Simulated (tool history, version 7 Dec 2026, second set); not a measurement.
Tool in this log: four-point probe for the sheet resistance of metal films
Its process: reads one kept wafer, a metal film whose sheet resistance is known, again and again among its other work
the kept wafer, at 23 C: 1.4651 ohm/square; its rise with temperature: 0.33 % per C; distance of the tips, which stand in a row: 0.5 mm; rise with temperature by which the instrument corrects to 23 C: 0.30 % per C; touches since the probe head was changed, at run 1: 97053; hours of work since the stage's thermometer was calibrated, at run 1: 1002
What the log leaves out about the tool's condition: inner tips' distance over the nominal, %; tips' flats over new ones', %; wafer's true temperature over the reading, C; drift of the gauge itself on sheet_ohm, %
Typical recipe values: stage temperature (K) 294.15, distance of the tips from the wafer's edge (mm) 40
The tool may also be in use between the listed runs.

run,hour,stage temperature (K),distance of the tips from the wafer's edge (mm),touches since the probe head was changed,hours of work since the stage's thermometer was calibrated,sheet resistance as the instrument gives it (ohm/square)
1,0,294.15,40,97053,1002,1.448943
2,18.9,294.15,40,98264,1017,1.448405
3,38.3,294.15,40,99511,1032,1.44884
4,69.6,294.15,40,101527,1057,1.448901
5,101.6,294.15,65,103576,1082,1.447535
6,137.9,294.15,65,105911,1111,1.447456
7,159.4,294.15,40,107290,1128,1.448037
8,177.1,294.15,40,108431,1141,1.447863
9,200.2,294.15,40,109912,1160,1.447416
10,243.5,294.15,58,112691,1194,1.447267
11,261.4,302.15,40,113843,1208,1.450248
12,302.1,294.15,40,116459,1240,1.446876
13,337.7,294.15,40,118747,1268,1.446906
14,364.4,296.15,40,120456,1289,1.44676
# hour 373.1: new probe head fitted
15,407.5,296.15,40,2208,1322,1.462398
# hour 411: stage's thermometer calibrated
16,443.5,296.15,40,4487,26,1.462562
17,474.1,296.15,40,6450,50,1.462475
18,497.2,294.15,40,7933,68,1.461162
19,539.8,294.15,40,10671,101,1.461284
20,583.8,292.15,73,13498,136,1.459499
# hour 596.6: stage's thermometer calibrated, once more
21,606.8,292.15,73,14944,8,1.456299
22,647.7,294.15,17,17569,40,1.457494
23,667.8,294.15,17,18861,56,1.458323
24,687.5,294.15,18,20130,72,1.45754
25,711.9,305.15,17,21697,91,1.461388
26,734.3,306.15,54,23134,108,1.460863
27,758.3,301.15,31,24673,127,1.459145
28,786.5,294.15,41,26486,149,1.455478
29,806.2,294.15,41,27750,165,1.45616
30,833.4,299.15,18,29501,186,1.457997
31,859.8,292.15,19,31194,207,1.454974
32,878.1,293.15,6,32371,221,1.460012
33,906.3,305.15,24,34179,243,1.459716
34,924.2,303.15,7,35332,258,1.462269
35,959,291.15,20,37566,285,1.454107
36,991.7,298.15,72,39667,311,1.456136
37,1023.2,298.15,8,41692,335,1.45923

Some steps in sheet resistance as the instrument gives it (ohm/square), run to run, broken into two amounts with sign: the step expected even without the hidden condition (settings, incoming material, random variation), and the rest, left for the hidden condition together with whatever gauge scatter is not in both the measured and the hidden-condition-free result:
Run 14 -> 15: new probe head fitted. sheet resistance as the instrument gives it (ohm/square) +0.015638: hidden state +0.014663, all else +0.000975.
Run 15 -> 16: stage's thermometer calibrated. sheet resistance as the instrument gives it (ohm/square) +0.000164: hidden state +0.000825, all else -0.000661.
Run 20 -> 21: stage's thermometer calibrated, once more. sheet resistance as the instrument gives it (ohm/square) -0.0032: hidden state -0.003286, all else +0.000086.
Run 31 -> 32: stage temperature (K) 292.15 -> 293.15, distance of the tips from the wafer's edge (mm) 19 -> 6. sheet resistance as the instrument gives it (ohm/square) +0.005038: hidden state -0.000165, all else +0.005203.
Run 34 -> 35: stage temperature (K) 303.15 -> 291.15, distance of the tips from the wafer's edge (mm) 7 -> 20. sheet resistance as the instrument gives it (ohm/square) -0.008162: hidden state -0.000172, all else -0.00799.
